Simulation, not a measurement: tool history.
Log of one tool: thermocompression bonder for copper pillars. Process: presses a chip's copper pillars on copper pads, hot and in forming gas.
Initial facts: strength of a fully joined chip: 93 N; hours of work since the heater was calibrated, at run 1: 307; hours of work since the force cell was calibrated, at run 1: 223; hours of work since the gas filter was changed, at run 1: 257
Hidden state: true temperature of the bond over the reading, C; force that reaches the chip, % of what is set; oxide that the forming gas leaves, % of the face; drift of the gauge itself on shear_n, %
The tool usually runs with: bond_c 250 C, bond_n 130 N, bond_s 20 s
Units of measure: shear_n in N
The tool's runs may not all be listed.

| run | hour | bond_c | bond_n | bond_s | hours of work since the heater was calibrated | hours of work since the force cell was calibrated | hours of work since the gas filter was changed | shear_n |
|---|---|---|---|---|---|---|---|---|
| 1 | 0.0 | 250 | 130 | 20 | 307 | 223 | 257 | 35.9 |
|  | 2.5 | forming gas filter changed |
| 2 | 7.9 | 250 | 130 | 20 | 311 | 227 | 3 | 41.6 |
| 3 | 15.2 | 250 | 130 | 20 | 316 | 232 | 8 | 40.4 |
| 4 | 28.0 | 250 | 130 | 20 | 324 | 239 | 15 | 40.7 |
| 5 | 43.3 | 250 | 130 | 20 | 333 | 248 | 24 | 40.0 |
| 6 | 56.9 | 250 | 130 | 20 | 341 | 257 | 33 | 40.0 |
| 7 | 66.6 | 250 | 130 | 20 | 347 | 262 | 38 | 39.4 |
| 8 | 81.6 | 250 | 121 | 20 | 356 | 271 | 47 | 36.9 |
| 9 | 94.5 | 250 | 130 | 40 | 363 | 279 | 55 | 51.4 |
| 10 | 106.8 | 250 | 130 | 20 | 371 | 286 | 62 | 39.1 |
| 11 | 120.2 | 250 | 130 | 20 | 379 | 294 | 71 | 39.2 |
| 12 | 130.8 | 250 | 130 | 20 | 385 | 301 | 77 | 39.5 |
| 13 | 142.6 | 241 | 130 | 20 | 392 | 308 | 84 | 34.9 |
| 14 | 149.8 | 241 | 130 | 20 | 397 | 312 | 88 | 35.2 |
| 15 | 164.3 | 259 | 92 | 10 | 405 | 321 | 97 | 24.4 |
| 16 | 174.4 | 246 | 130 | 23 | 411 | 327 | 103 | 38.2 |
| 17 | 189.9 | 255 | 130 | 47 | 421 | 336 | 112 | 53.6 |
| 18 | 201.5 | 255 | 130 | 47 | 428 | 343 | 119 | 53.5 |
| 19 | 213.5 | 250 | 95 | 25 | 435 | 350 | 126 | 31.4 |
| 20 | 221.1 | 250 | 95 | 25 | 439 | 355 | 131 | 30.0 |
| 21 | 231.8 | 250 | 95 | 25 | 446 | 361 | 137 | 31.0 |
| 22 | 242.5 | 276 | 97 | 15 | 452 | 368 | 144 | 35.2 |
| 23 | 252.4 | 276 | 97 | 15 | 458 | 374 | 150 | 35.4 |
| 24 | 260.1 | 247 | 194 | 27 | 463 | 378 | 154 | 54.9 |
| 25 | 271.2 | 256 | 87 | 21 | 469 | 385 | 161 | 28.5 |
| 26 | 283.4 | 259 | 109 | 25 | 477 | 392 | 168 | 38.3 |
| 27 | 290.4 | 232 | 181 | 22 | 481 | 396 | 173 | 40.6 |

Below are 5 alternative next runs, each starting from the tool's condition after run 27. Predict each:
| A | 305.3 | 223 | 154 | 46 | 490 | 405 | 181 | ? |
| B | 305.3 | 269 | 99 | 22 | 490 | 405 | 181 | ? |
| C | 305.3 | 242 | 101 | 10 | 490 | 405 | 181 | ? |
| D | 305.3 | 257 | 181 | 22 | 490 | 405 | 181 | ? |
| E | 305.3 | 231 | 189 | 38 | 490 | 405 | 181 | ? |

| run | shear_n |
|---|---|
| A | 41.1 |
| B | 37.4 |
| C | 19.9 |
| D | 53.7 |
| E | 51.6 |
Without the tool's hidden state the same runs would have given:
| run | shear_n |
|---|---|
| A | 45.5 |
| B | 41.2 |
| C | 22.1 |
| D | 58.7 |
| E | 56.7 |
